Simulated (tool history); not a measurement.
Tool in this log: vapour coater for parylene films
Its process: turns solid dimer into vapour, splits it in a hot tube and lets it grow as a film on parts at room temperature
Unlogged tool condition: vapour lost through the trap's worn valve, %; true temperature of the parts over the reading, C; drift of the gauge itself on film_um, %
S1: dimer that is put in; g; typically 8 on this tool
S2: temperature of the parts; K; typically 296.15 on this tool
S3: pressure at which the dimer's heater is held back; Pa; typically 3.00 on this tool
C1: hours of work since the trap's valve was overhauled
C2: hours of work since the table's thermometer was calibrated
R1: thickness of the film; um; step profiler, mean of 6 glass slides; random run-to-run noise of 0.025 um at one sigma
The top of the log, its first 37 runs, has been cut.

Run 38, hour 1106.9: usual settings but S3 3.77 Pa; C1 435; C2 282. Result: R1 1.67 um.
Run 39, hour 1135.7: usual settings but S3 3.77 Pa; C1 458; C2 304. Result: R1 1.64 um.
Run 40, hour 1154.1: usual settings but S1 11 g, S2 294.15 K, S3 3.96 Pa; C1 473; C2 319. Result: R1 2.45 um.
Run 41, hour 1186.8: usual settings but S1 11 g, S2 298.15 K, S3 2.55 Pa; C1 499; C2 345. Result: R1 2.31 um.
Run 42, hour 1218.2: usual settings but S1 9 g, S2 298.15 K, S3 2.48 Pa; C1 524; C2 370. Result: R1 1.82 um.
At hour 1233.1: trap's valve overhauled.
Run 43, hour 1239.9: usual settings but S1 9 g, S2 298.15 K, S3 2.48 Pa; C1 5; C2 384. Result: R1 2.13 um.
Run 44, hour 1258.5: usual settings but S1 9 g, S2 298.15 K, S3 3.03 Pa; C1 20; C2 399. Result: R1 2.03 um.
Run 45, hour 1281.8: usual settings but S1 9 g, S2 291.15 K, S3 2.65 Pa; C1 39; C2 417. Result: R1 2.59 um.
Run 46, hour 1303.2: usual settings but S1 9 g, S2 291.15 K, S3 2.65 Pa; C1 56; C2 434. Result: R1 2.60 um.
Run 47, hour 1321.9: usual settings but S1 9 g, S2 288.15 K, S3 4.04 Pa; C1 70; C2 449. Result: R1 2.65 um.

3 ways to go on from here, each from the tool as it stands after run 47. What would each give?
Run A, hour 1342.6: usual settings but S1 9 g, S2 305.15 K, S3 3.86 Pa; C1 87; C2 465. Result: R1 ?.
Run B, hour 1342.6: usual settings but S3 5.65 Pa; C1 87; C2 465. Result: R1 ?.
Run C, hour 1342.6: usual settings but S1 9 g, S2 288.15 K, S3 7.21 Pa; C1 87; C2 465. Result: R1 ?.

run    R1
  A  1.53
  B  1.72
  C  2.47
The same runs, with their run-to-run variation unchanged, on a tool lacking any hidden condition would have given:
run    R1
  A  1.53
  B  1.72
  C  2.47
